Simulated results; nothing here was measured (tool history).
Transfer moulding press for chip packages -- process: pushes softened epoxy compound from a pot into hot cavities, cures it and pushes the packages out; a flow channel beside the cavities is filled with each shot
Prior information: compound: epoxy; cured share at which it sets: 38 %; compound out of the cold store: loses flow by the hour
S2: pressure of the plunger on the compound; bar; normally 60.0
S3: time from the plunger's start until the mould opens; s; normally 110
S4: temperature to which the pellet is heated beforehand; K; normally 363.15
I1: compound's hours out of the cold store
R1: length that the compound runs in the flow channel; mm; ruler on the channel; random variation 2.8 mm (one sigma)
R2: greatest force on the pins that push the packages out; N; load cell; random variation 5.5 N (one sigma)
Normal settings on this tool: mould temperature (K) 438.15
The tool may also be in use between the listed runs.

{"run": 1, "hour": 0.0, "mould temperature (K)": 438.15, "S2": 60.0, "S3": 110, "S4": 363.15, "I1": 46.2, "R1": 827, "R2": 288}
{"hour": 18.8, "done": "plunger's sealing rings changed"}
{"run": 2, "hour": 28.5, "mould temperature (K)": 438.15, "S2": 60.0, "S3": 110, "S4": 363.15, "I1": 46.9, "R1": 857, "R2": 295}
{"hour": 49.7, "done": "cavities cleaned with cleaning compound and waxed"}
{"run": 3, "hour": 67.8, "mould temperature (K)": 438.15, "S2": 60.0, "S3": 134, "S4": 363.15, "I1": 16.6, "R1": 969, "R2": 213}
{"run": 4, "hour": 104.9, "mould temperature (K)": 438.15, "S2": 60.0, "S3": 134, "S4": 363.15, "I1": 24.2, "R1": 934, "R2": 249}
{"run": 5, "hour": 130.9, "mould temperature (K)": 438.15, "S2": 60.0, "S3": 134, "S4": 363.15, "I1": 38.5, "R1": 879, "R2": 271}
{"run": 6, "hour": 159.4, "mould temperature (K)": 438.15, "S2": 60.0, "S3": 134, "S4": 363.15, "I1": 10.7, "R1": 981, "R2": 283}
{"hour": 187.2, "done": "cavities cleaned with cleaning compound and waxed"}
{"run": 7, "hour": 207.2, "mould temperature (K)": 438.15, "S2": 60.0, "S3": 134, "S4": 363.15, "I1": 35.6, "R1": 880, "R2": 213}
{"run": 8, "hour": 248.3, "mould temperature (K)": 438.15, "S2": 60.0, "S3": 110, "S4": 363.15, "I1": 42.0, "R1": 852, "R2": 271}
{"run": 9, "hour": 279.5, "mould temperature (K)": 438.15, "S2": 60.0, "S3": 110, "S4": 363.15, "I1": 39.2, "R1": 859, "R2": 280}
{"hour": 323.2, "done": "cavities cleaned with cleaning compound and waxed"}
{"run": 10, "hour": 329.1, "mould temperature (K)": 438.15, "S2": 60.0, "S3": 110, "S4": 363.15, "I1": 39.3, "R1": 859, "R2": 209}
{"run": 11, "hour": 362.9, "mould temperature (K)": 438.15, "S2": 60.0, "S3": 110, "S4": 363.15, "I1": 47.1, "R1": 828, "R2": 246}
{"run": 12, "hour": 418.3, "mould temperature (K)": 438.15, "S2": 60.0, "S3": 110, "S4": 368.15, "I1": 25.6, "R1": 905, "R2": 295}
{"run": 13, "hour": 446.5, "mould temperature (K)": 438.15, "S2": 60.0, "S3": 110, "S4": 368.15, "I1": 47.2, "R1": 824, "R2": 292}
{"hour": 460.9, "done": "cavities cleaned with cleaning compound and waxed"}
{"run": 14, "hour": 491.5, "mould temperature (K)": 438.15, "S2": 60.0, "S3": 110, "S4": 363.15, "I1": 25.6, "R1": 896, "R2": 251}
{"hour": 500.9, "done": "plunger's sealing rings changed"}
{"hour": 516.0, "done": "mould's thermocouples calibrated"}
{"run": 15, "hour": 544.7, "mould temperature (K)": 438.15, "S2": 60.0, "S3": 110, "S4": 363.15, "I1": 15.2, "R1": 973, "R2": 302}
{"run": 16, "hour": 591.4, "mould temperature (K)": 438.15, "S2": 57.7, "S3": 134, "S4": 360.15, "I1": 32.8, "R1": 879, "R2": 277}
{"hour": 605.1, "done": "cavities cleaned with cleaning compound and waxed"}
{"run": 17, "hour": 620.4, "mould temperature (K)": 436.15, "S2": 50.5, "S3": 137, "S4": 364.15, "I1": 17.0, "R1": 882, "R2": 212}
{"run": 18, "hour": 670.8, "mould temperature (K)": 436.15, "S2": 50.5, "S3": 137, "S4": 364.15, "I1": 32.8, "R1": 824, "R2": 255}
{"run": 19, "hour": 698.6, "mould temperature (K)": 438.15, "S2": 56.0, "S3": 110, "S4": 370.15, "I1": 11.1, "R1": 945, "R2": 297}
{"run": 20, "hour": 729.3, "mould temperature (K)": 438.15, "S2": 56.0, "S3": 115, "S4": 369.15, "I1": 36.9, "R1": 844, "R2": 307}
{"hour": 741.2, "done": "cavities cleaned with cleaning compound and waxed"}
{"run": 21, "hour": 786.0, "mould temperature (K)": 438.15, "S2": 56.0, "S3": 115, "S4": 369.15, "I1": 26.8, "R1": 876, "R2": 263}
{"run": 22, "hour": 838.3, "mould temperature (K)": 438.15, "S2": 60.0, "S3": 135, "S4": 368.15, "I1": 45.3, "R1": 836, "R2": 273}
{"run": 23, "hour": 866.5, "mould temperature (K)": 438.15, "S2": 60.0, "S3": 135, "S4": 373.15, "I1": 46.4, "R1": 827, "R2": 283}
{"hour": 878.8, "done": "cavities cleaned with cleaning compound and waxed"}
{"run": 24, "hour": 908.1, "mould temperature (K)": 433.15, "S2": 55.0, "S3": 121, "S4": 361.15, "I1": 16.9, "R1": 909, "R2": 275}
{"run": 25, "hour": 936.8, "mould temperature (K)": 433.15, "S2": 55.0, "S3": 121, "S4": 361.15, "I1": 12.8, "R1": 919, "R2": 311}
{"run": 26, "hour": 978.9, "mould temperature (K)": 438.15, "S2": 71.0, "S3": 110, "S4": 363.15, "I1": 8.2, "R1": 1047, "R2": 294}
{"hour": 985.5, "done": "plunger's sealing rings changed"}
{"hour": 1016.6, "done": "cavities cleaned with cleaning compound and waxed"}
{"run": 27, "hour": 1032.2, "mould temperature (K)": 434.15, "S2": 60.0, "S3": 118, "S4": 363.15, "I1": 9.7, "R1": 1011, "R2": 264}

Forecast each of these 4 alternatives for the next run:
{"run": "A", "hour": 1055.1, "mould temperature (K)": 434.15, "S2": 55.5, "S3": 118, "S4": 363.15, "I1": 47.9, "R1": "?", "R2": "?"}
{"run": "B", "hour": 1055.1, "mould temperature (K)": 442.15, "S2": 60.0, "S3": 110, "S4": 367.15, "I1": 8.7, "R1": "?", "R2": "?"}
{"run": "C", "hour": 1055.1, "mould temperature (K)": 438.15, "S2": 53.9, "S3": 91, "S4": 359.15, "I1": 46.0, "R1": "?", "R2": "?"}
{"run": "D", "hour": 1055.1, "mould temperature (K)": 434.15, "S2": 73.7, "S3": 114, "S4": 367.15, "I1": 27.7, "R1": "?", "R2": "?"}

run=A R1=825 R2=271
run=B R1=984 R2=240
run=C R1=802 R2=317
run=D R1=1038 R2=278
With no hidden state in the tool, these same runs would have given:
run=A R1=833 R2=199
run=B R1=993 R2=172
run=C R1=810 R2=234
run=D R1=1048 R2=203
